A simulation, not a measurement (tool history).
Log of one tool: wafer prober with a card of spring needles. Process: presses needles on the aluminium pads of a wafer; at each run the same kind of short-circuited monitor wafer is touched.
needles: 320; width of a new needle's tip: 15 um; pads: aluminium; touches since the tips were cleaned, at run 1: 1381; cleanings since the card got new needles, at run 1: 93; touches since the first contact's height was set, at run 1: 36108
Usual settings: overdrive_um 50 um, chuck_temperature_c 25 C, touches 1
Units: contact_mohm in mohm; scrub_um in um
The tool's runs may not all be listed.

run,hour,overdrive_um,chuck_temperature_c,touches,touches since the tips were cleaned,cleanings since the card got new needles,touches since the first contact's height was set,contact_mohm,scrub_um
1,0,50,25,1,1381,93,36108,345,13.16
# hour 10: tips cleaned on abrasive film
# hour 26.7: tips cleaned on abrasive film
# hour 43.4: tips cleaned on abrasive film
2,47.3,50,25,1,1188,96,50194,319,13.1
# hour 57.4: tips cleaned on abrasive film
# hour 70.7: tips cleaned on abrasive film
# hour 84.1: tips cleaned on abrasive film
# hour 100.7: tips cleaned on abrasive film
# hour 114.1: tips cleaned on abrasive film
# hour 127.4: tips cleaned on abrasive film
3,134,50,25,1,1961,102,75969,364,12.96
# hour 144: tips cleaned on abrasive film
# hour 157.3: tips cleaned on abrasive film
# hour 170.7: tips cleaned on abrasive film
# hour 187.3: tips cleaned on abrasive film
# hour 187.6: height of the first contact set anew
4,188.4,50,25,1,221,106,221,260,13.4
# hour 201.7: tips cleaned on abrasive film
# hour 218.4: tips cleaned on abrasive film
# hour 231.7: tips cleaned on abrasive film
# hour 245.1: tips cleaned on abrasive film
5,246.8,65,25,1,507,110,17596,249,17.17
# hour 260.1: tips cleaned on abrasive film
# hour 273.5: tips cleaned on abrasive film
# hour 286.8: tips cleaned on abrasive film
6,298.4,65,25,1,3468,113,32971,339,17.21
# hour 301.8: tips cleaned on abrasive film
# hour 318.5: tips cleaned on abrasive film
# hour 331.8: tips cleaned on abrasive film
# hour 345.2: tips cleaned on abrasive film
7,346.7,65,25,1,446,117,47308,257,17.13
# hour 360: tips cleaned on abrasive film
# hour 373.3: tips cleaned on abrasive film
# hour 390: tips cleaned on abrasive film
8,403.2,50,59,1,3954,120,64161,451,13.12
# hour 406.6: tips cleaned on abrasive film
# hour 420: tips cleaned on abrasive film
# hour 436.6: tips cleaned on abrasive film
9,444,50,59,1,2218,123,76302,407,13.03
# hour 450.7: tips cleaned on abrasive film
# hour 464.1: tips cleaned on abrasive film
# hour 480.8: tips cleaned on abrasive film
# hour 494.1: tips cleaned on abrasive film
10,494.8,50,59,1,196,127,91380,272,12.92
# hour 498.4: height of the first contact set anew
# hour 508.4: tips cleaned on abrasive film
# hour 525.1: tips cleaned on abrasive film
# hour 541.7: tips cleaned on abrasive film
# hour 555.1: tips cleaned on abrasive film
11,565.8,50,59,1,3224,131,20093,425,13.22
# hour 569.3: tips cleaned on abrasive film
# hour 582.6: tips cleaned on abrasive film
# hour 599.3: tips cleaned on abrasive film
# hour 612.6: tips cleaned on abrasive film
# hour 626: tips cleaned on abrasive film
# hour 642.6: tips cleaned on abrasive film
12,645.5,50,59,1,869,137,43784,310,13.19
# hour 658.9: tips cleaned on abrasive film
# hour 672.2: tips cleaned on abrasive film
# hour 688.9: tips cleaned on abrasive film
# hour 702.2: tips cleaned on abrasive film
13,711.5,50,97,2,2772,141,63424,350,13.03
# hour 718.2: tips cleaned on abrasive film
# hour 731.5: tips cleaned on abrasive film
# hour 744.9: tips cleaned on abrasive film
# hour 761.6: tips cleaned on abrasive film
# hour 778.2: tips cleaned on abrasive film
# hour 794.9: tips cleaned on abrasive film
14,804.3,50,97,2,2834,147,91062,363,13.03
# hour 807.9: height of the first contact set anew
# hour 811.3: tips cleaned on abrasive film
# hour 824.7: tips cleaned on abrasive film
# hour 838: tips cleaned on abrasive film
# hour 851.4: tips cleaned on abrasive film
# hour 868.1: tips cleaned on abrasive film
15,869.3,50,97,2,368,152,18229,277,13.29
# hour 882.6: tips cleaned on abrasive film
# hour 896: tips cleaned on abrasive film
# hour 909.3: tips cleaned on abrasive film
16,918.6,59,66,3,2792,155,32929,281,15.54
# hour 925.4: tips cleaned on abrasive film
# hour 938.7: tips cleaned on abrasive film
# hour 955.4: tips cleaned on abrasive film
# hour 968.7: tips cleaned on abrasive film
# hour 985.4: tips cleaned on abrasive film
17,998.3,45,73,3,3873,160,56647,351,11.79
# hour 1001.7: tips cleaned on abrasive film
# hour 1015.1: tips cleaned on abrasive film
# hour 1028.4: tips cleaned on abrasive film
# hour 1045.1: tips cleaned on abrasive film
# hour 1061.7: tips cleaned on abrasive film
# hour 1078.4: tips cleaned on abrasive film
18,1079,45,73,3,194,166,80654,272,11.7
# hour 1092.4: tips cleaned on abrasive film
# hour 1105.7: tips cleaned on abrasive film
# hour 1116: height of the first contact set anew
# hour 1119.4: tips cleaned on abrasive film
19,1127.4,38,41,2,2414,169,3406,415,10.02
# hour 1134.2: tips cleaned on abrasive film
# hour 1147.5: tips cleaned on abrasive film
# hour 1160.9: tips cleaned on abrasive film
# hour 1174.2: tips cleaned on abrasive film
# hour 1187.6: tips cleaned on abrasive film
20,1200.3,38,41,2,3821,174,25086,511,9.98
# hour 1203.7: tips cleaned on abrasive film
# hour 1217.1: tips cleaned on abrasive film
# hour 1230.4: tips cleaned on abrasive film
# hour 1247.1: tips cleaned on abrasive film
# hour 1260.4: tips cleaned on abrasive film
21,1271.9,61,41,1,3438,179,46385,391,16.08
# hour 1275.3: tips cleaned on abrasive film
# hour 1288.7: tips cleaned on abrasive film
# hour 1302: tips cleaned on abrasive film
22,1312.5,34,81,2,3150,182,58464,537,8.82
# hour 1315.9: tips cleaned on abrasive film
# hour 1332.6: tips cleaned on abrasive film
# hour 1349.2: tips cleaned on abrasive film
# hour 1362.6: tips cleaned on abrasive film
23,1368,63,82,1,1621,186,74966,329,16.53
# hour 1378: tips cleaned on abrasive film
# hour 1391.4: tips cleaned on abrasive film
# hour 1404.7: tips cleaned on abrasive film
# hour 1418.1: tips cleaned on abrasive film
# hour 1425: height of the first contact set anew
# hour 1431.7: tips cleaned on abrasive film
# hour 1448.4: tips cleaned on abrasive film
24,1453.2,43,82,3,1443,192,8388,296,11.41

4 ways to go on from here, each from the tool as it stands after run 24. What would each give?
# hour 1463.2: tips cleaned on abrasive film
# hour 1479.9: tips cleaned on abrasive film
# hour 1496.6: tips cleaned on abrasive film
# hour 1509.9: tips cleaned on abrasive film
A,1515.3,36,25,1,1606,196,26864,?,?
# hour 1463.2: tips cleaned on abrasive film
# hour 1479.9: tips cleaned on abrasive film
# hour 1496.6: tips cleaned on abrasive film
# hour 1509.9: tips cleaned on abrasive film
B,1515.3,67,25,1,1606,196,26864,?,?
# hour 1463.2: tips cleaned on abrasive film
# hour 1479.9: tips cleaned on abrasive film
# hour 1496.6: tips cleaned on abrasive film
# hour 1509.9: tips cleaned on abrasive film
C,1515.3,49,25,1,1606,196,26864,?,?
# hour 1463.2: tips cleaned on abrasive film
# hour 1479.9: tips cleaned on abrasive film
# hour 1496.6: tips cleaned on abrasive film
# hour 1509.9: tips cleaned on abrasive film
D,1515.3,50,25,2,1606,196,26864,?,?

run,contact_mohm,scrub_um
A,498,9.44
B,303,17.64
C,373,12.93
D,316,13.25
Without the tool's hidden state the same runs would have given:
run,contact_mohm,scrub_um
A,231,9.54
B,220,17.74
C,226,13.03
D,228,13.35

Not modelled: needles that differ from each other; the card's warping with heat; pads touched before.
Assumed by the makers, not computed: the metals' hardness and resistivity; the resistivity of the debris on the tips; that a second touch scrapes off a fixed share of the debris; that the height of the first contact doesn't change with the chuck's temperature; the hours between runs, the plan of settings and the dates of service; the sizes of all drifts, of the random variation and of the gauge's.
